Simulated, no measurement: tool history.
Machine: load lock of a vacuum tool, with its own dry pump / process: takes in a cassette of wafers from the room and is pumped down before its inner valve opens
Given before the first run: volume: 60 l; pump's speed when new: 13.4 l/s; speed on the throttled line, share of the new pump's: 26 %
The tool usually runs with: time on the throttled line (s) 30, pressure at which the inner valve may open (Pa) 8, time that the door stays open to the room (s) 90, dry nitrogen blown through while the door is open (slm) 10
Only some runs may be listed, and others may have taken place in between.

run    hour  time on the throttled line (s)  pressure at which the inner valve may open (Pa)  time that the door stays open to the room (s)  dry nitrogen blown through while the door is open (slm)  incoming humidity of the room's air, %  time from the closed door until the inner valve may open (s)  rise of the pressure with all valves shut (Pa/min)
  1     0.0                              30                                                8                                             90                                                       10                                    45.0                                                          71.7                                               0.067
  2   251.8                              30                                                8                                             90                                                       10                                    44.7                                                          71.1                                               0.068
  3   386.6                              30                                                8                                             90                                                       14                                    47.0                                                          71.0                                               0.066
  4   580.1                              30                                                8                                             90                                                       10                                    45.6                                                          70.8                                               0.081
  5   863.9                              30                                                8                                             90                                                       10                                    46.1                                                          72.0                                               0.081
  6  1118.2                              30                                                8                                             90                                                       10                                    42.3                                                          71.5                                               0.080
  7  1294.0                              30                                                8                                             90                                                       10                                    43.6                                                          71.5                                               0.085
  8  1562.5                              30                                                8                                             90                                                       10                                    44.4                                                          71.9                                               0.090
  9  1872.9                              30                                                8                                             90                                                       10                                    49.1                                                          73.0                                               0.107
 10  2122.2                              30                                                8                                             90                                                       10                                    45.0                                                          72.8                                               0.109
 11  2329.6                              30                                                8                                             90                                                       10                                    46.7                                                          72.6                                               0.108
 12  2518.4                              30                                                8                                             90                                                       10                                    48.3                                                          73.4                                               0.124
     2552.4  -- dry pump taken out, an overhauled one fitted
 13  2825.9                              30                                                8                                             90                                                       10                                    42.3                                                          65.0                                               0.119
 14  3062.0                              30                                                8                                             90                                                       32                                    42.8                                                          64.5                                               0.097
 15  3314.0                              47                                                8                                             90                                                       10                                    46.6                                                          77.7                                               0.145
 16  3578.2                              47                                                8                                             90                                                       10                                    44.0                                                          77.7                                               0.145
 17  3813.7                              47                                                8                                             90                                                       10                                    45.6                                                          77.9                                               0.159
 18  4022.3                              30                                                8                                             90                                                       10                                    46.4                                                          65.6                                               0.164
 19  4147.8                              36                                                7                                             25                                                       14                                    45.4                                                          70.4                                               0.119
 20  4305.6                              42                                               14                                             48                                                       26                                    45.3                                                          71.7                                               0.129
 21  4603.2                              32                                               15                                             49                                                       14                                    46.7                                                          64.4                                               0.155
 22  4897.7                              49                                                7                                             71                                                       11                                    43.0                                                          80.9                                               0.181
 23  5208.2                              43                                                7                                             26                                                       10                                    44.5                                                          76.3                                               0.166
 24  5502.4                              43                                                7                                             26                                                       10                                    48.0                                                          76.4                                               0.185
 25  5733.6                              43                                                7                                             26                                                       10                                    43.0                                                          76.2                                               0.196
 26  5880.7                              43                                                7                                             26                                                       10                                    44.6                                                          75.9                                               0.200
 27  6171.2                              30                                               10                                             34                                                       10                                    45.6                                                          66.5                                               0.215
 28  6397.7                              30                                               10                                            114                                                       26                                    41.3                                                          65.3                                               0.243
 29  6623.0                              30                                               10                                            114                                                       26                                    44.6                                                          66.8                                               0.252
 30  6796.4                              49                                               10                                            149                                                        6                                    46.3                                                          79.3                                               0.322
     7026.8  -- door's seal changed, seat wiped
 31  7026.8                              49                                               10                                            149                                                        6                                    43.7                                                          79.9                                               0.104
 32  7328.0                              54                                                9                                            149                                                        6                                    47.6                                                          83.7                                               0.121
 33  7519.6                              40                                               14                                            113                                                       21                                    46.4                                                          71.6                                               0.068
 34  7755.8                              40                                               14                                            113                                                       21                                    45.0                                                          71.9                                               0.070
 35  7883.2                              40                                               14                                            113                                                       21                                    44.8                                                          72.3                                               0.074
 36  8065.1                              40                                               14                                            113                                                       21                                    46.1                                                          72.1                                               0.070

Measured less the same run without the tool's hidden state. The same run-to-run variation is in both; the gauge's scatter may not be:
The tool's hidden condition here consists of: pump's speed, % of a new pump's; leak at the door's seal, Pa l/s; drift of the gauge itself on ready_s, %; drift of the gauge itself on rise_pa_min, %.
run  time from the closed door until the inner valve may open (s)  rise of the pressure with all valves shut (Pa/min)
  1                                                          +6.3                                              +0.001
  2                                                          +6.4                                              +0.003
  3                                                          +6.5                                              +0.005
  4                                                          +6.8                                              +0.008
  5                                                          +7.0                                              +0.013
  6                                                          +7.2                                              +0.016
  7                                                          +7.4                                              +0.020
  8                                                          +7.6                                              +0.024
  9                                                          +7.9                                              +0.031
 10                                                          +8.1                                              +0.036
 11                                                          +8.2                                              +0.041
 12                                                          +8.4                                              +0.045
 13                                                          +0.1                                              +0.053
 14                                                          +0.2                                              +0.060
 15                                                          +0.3                                              +0.069
 16                                                          +0.5                                              +0.076
 17                                                          +0.7                                              +0.085
 18                                                          +0.8                                              +0.091
 19                                                          +0.9                                              +0.093
 20                                                          +0.9                                              +0.100
 21                                                          +1.0                                              +0.113
 22                                                          +1.3                                              +0.123
 23                                                          +1.4                                              +0.136
 24                                                          +1.6                                              +0.150
 25                                                          +1.7                                              +0.161
 26                                                          +1.8                                              +0.167
 27                                                          +2.2                                              +0.182
 28                                                          +2.2                                              +0.190
 29                                                          +2.3                                              +0.201
 30                                                          +2.1                                              +0.210
 31                                                          +2.2                                              -0.001
 32                                                          +2.3                                              +0.002
 33                                                          +2.5                                              +0.005
 34                                                          +2.6                                              +0.008
 35                                                          +2.8                                              +0.010
 36                                                          +2.8                                              +0.012
